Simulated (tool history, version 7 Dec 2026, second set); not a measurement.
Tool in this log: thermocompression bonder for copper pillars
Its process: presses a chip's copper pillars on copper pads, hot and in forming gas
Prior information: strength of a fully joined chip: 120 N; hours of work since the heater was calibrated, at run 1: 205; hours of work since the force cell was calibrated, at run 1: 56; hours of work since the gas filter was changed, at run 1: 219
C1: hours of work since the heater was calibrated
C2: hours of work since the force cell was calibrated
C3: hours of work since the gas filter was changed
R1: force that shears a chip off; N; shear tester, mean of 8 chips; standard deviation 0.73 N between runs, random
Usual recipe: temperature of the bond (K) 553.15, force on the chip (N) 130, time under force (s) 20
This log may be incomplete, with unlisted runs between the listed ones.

{"run": 1, "day": 0.0, "temperature of the bond (K)": 553.15, "force on the chip (N)": 130, "time under force (s)": 20, "C1": 205, "C2": 56, "C3": 219, "R1": 50.8}
{"run": 2, "day": 0.542, "temperature of the bond (K)": 553.15, "force on the chip (N)": 130, "time under force (s)": 20, "C1": 215, "C2": 66, "C3": 229, "R1": 49.3}
{"run": 3, "day": 0.971, "temperature of the bond (K)": 553.15, "force on the chip (N)": 130, "time under force (s)": 10, "C1": 223, "C2": 74, "C3": 237, "R1": 37.6}
{"run": 4, "day": 1.304, "temperature of the bond (K)": 553.15, "force on the chip (N)": 130, "time under force (s)": 10, "C1": 230, "C2": 81, "C3": 243, "R1": 38}
{"run": 5, "day": 1.738, "temperature of the bond (K)": 553.15, "force on the chip (N)": 130, "time under force (s)": 10, "C1": 238, "C2": 89, "C3": 252, "R1": 38.8}
{"run": 6, "day": 2.117, "temperature of the bond (K)": 533.15, "force on the chip (N)": 130, "time under force (s)": 10, "C1": 245, "C2": 96, "C3": 259, "R1": 30.3}
{"run": 7, "day": 2.467, "temperature of the bond (K)": 533.15, "force on the chip (N)": 130, "time under force (s)": 10, "C1": 252, "C2": 103, "C3": 266, "R1": 30.2}
{"run": 8, "day": 2.858, "temperature of the bond (K)": 553.15, "force on the chip (N)": 130, "time under force (s)": 20, "C1": 259, "C2": 110, "C3": 273, "R1": 49.4}
{"day": 2.992, "done": "heater calibrated with a thermocouple chip"}
{"run": 9, "day": 3.162, "temperature of the bond (K)": 553.15, "force on the chip (N)": 130, "time under force (s)": 20, "C1": 3, "C2": 115, "C3": 277, "R1": 47.1}
{"run": 10, "day": 3.546, "temperature of the bond (K)": 553.15, "force on the chip (N)": 130, "time under force (s)": 20, "C1": 11, "C2": 122, "C3": 285, "R1": 47.9}
{"day": 3.738, "done": "forming gas filter changed"}
{"run": 11, "day": 3.867, "temperature of the bond (K)": 553.15, "force on the chip (N)": 95, "time under force (s)": 20, "C1": 16, "C2": 128, "C3": 2, "R1": 42.1}
{"run": 12, "day": 4.396, "temperature of the bond (K)": 569.15, "force on the chip (N)": 130, "time under force (s)": 20, "C1": 26, "C2": 138, "C3": 13, "R1": 63}
{"run": 13, "day": 4.842, "temperature of the bond (K)": 569.15, "force on the chip (N)": 130, "time under force (s)": 20, "C1": 35, "C2": 146, "C3": 21, "R1": 61.6}
{"day": 5.138, "done": "heater calibrated with a thermocouple chip, once more"}
{"run": 14, "day": 5.388, "temperature of the bond (K)": 569.15, "force on the chip (N)": 130, "time under force (s)": 20, "C1": 5, "C2": 155, "C3": 30, "R1": 63.4}
{"run": 15, "day": 5.612, "temperature of the bond (K)": 553.15, "force on the chip (N)": 86, "time under force (s)": 51, "C1": 9, "C2": 159, "C3": 34, "R1": 55.4}
{"run": 16, "day": 6.117, "temperature of the bond (K)": 553.15, "force on the chip (N)": 86, "time under force (s)": 51, "C1": 19, "C2": 169, "C3": 44, "R1": 54.5}
{"run": 17, "day": 6.342, "temperature of the bond (K)": 553.15, "force on the chip (N)": 86, "time under force (s)": 51, "C1": 23, "C2": 173, "C3": 48, "R1": 55.6}
{"run": 18, "day": 6.7, "temperature of the bond (K)": 553.15, "force on the chip (N)": 85, "time under force (s)": 51, "C1": 30, "C2": 180, "C3": 55, "R1": 55.2}
{"run": 19, "day": 7.096, "temperature of the bond (K)": 553.15, "force on the chip (N)": 85, "time under force (s)": 51, "C1": 37, "C2": 187, "C3": 62, "R1": 54.5}
{"run": 20, "day": 7.325, "temperature of the bond (K)": 553.15, "force on the chip (N)": 85, "time under force (s)": 51, "C1": 42, "C2": 192, "C3": 67, "R1": 54.1}
{"run": 21, "day": 7.829, "temperature of the bond (K)": 572.15, "force on the chip (N)": 184, "time under force (s)": 12, "C1": 51, "C2": 201, "C3": 76, "R1": 67.8}
{"run": 22, "day": 8.1, "temperature of the bond (K)": 572.15, "force on the chip (N)": 86, "time under force (s)": 36, "C1": 56, "C2": 207, "C3": 81, "R1": 57.1}
{"run": 23, "day": 8.562, "temperature of the bond (K)": 553.15, "force on the chip (N)": 105, "time under force (s)": 14, "C1": 65, "C2": 215, "C3": 90, "R1": 39.1}
{"run": 24, "day": 8.992, "temperature of the bond (K)": 555.15, "force on the chip (N)": 181, "time under force (s)": 16, "C1": 73, "C2": 223, "C3": 98, "R1": 64.6}
{"run": 25, "day": 9.212, "temperature of the bond (K)": 578.15, "force on the chip (N)": 143, "time under force (s)": 16, "C1": 77, "C2": 228, "C3": 102, "R1": 66}
{"run": 26, "day": 9.712, "temperature of the bond (K)": 578.15, "force on the chip (N)": 143, "time under force (s)": 16, "C1": 87, "C2": 237, "C3": 112, "R1": 64.4}
{"run": 27, "day": 10.254, "temperature of the bond (K)": 554.15, "force on the chip (N)": 84, "time under force (s)": 20, "C1": 97, "C2": 247, "C3": 122, "R1": 38.2}

Alternative continuations, all from the tool just after run 27; predict every row:
{"run": "A", "day": 10.533, "temperature of the bond (K)": 541.15, "force on the chip (N)": 113, "time under force (s)": 24, "C1": 103, "C2": 253, "C3": 128, "R1": "?"}
{"run": "B", "day": 10.533, "temperature of the bond (K)": 553.15, "force on the chip (N)": 130, "time under force (s)": 29, "C1": 103, "C2": 253, "C3": 128, "R1": "?"}
{"run": "C", "day": 10.533, "temperature of the bond (K)": 553.15, "force on the chip (N)": 88, "time under force (s)": 20, "C1": 103, "C2": 253, "C3": 128, "R1": "?"}
{"run": "D", "day": 10.533, "temperature of the bond (K)": 553.15, "force on the chip (N)": 171, "time under force (s)": 32, "C1": 103, "C2": 253, "C3": 128, "R1": "?"}

run=A R1=44.7
run=B R1=59.3
run=C R1=38
run=D R1=72.9
Without the tool's unlogged condition, the same runs would have read:
run=A R1=46.1
run=B R1=61.2
run=C R1=39.1
run=D R1=75.5
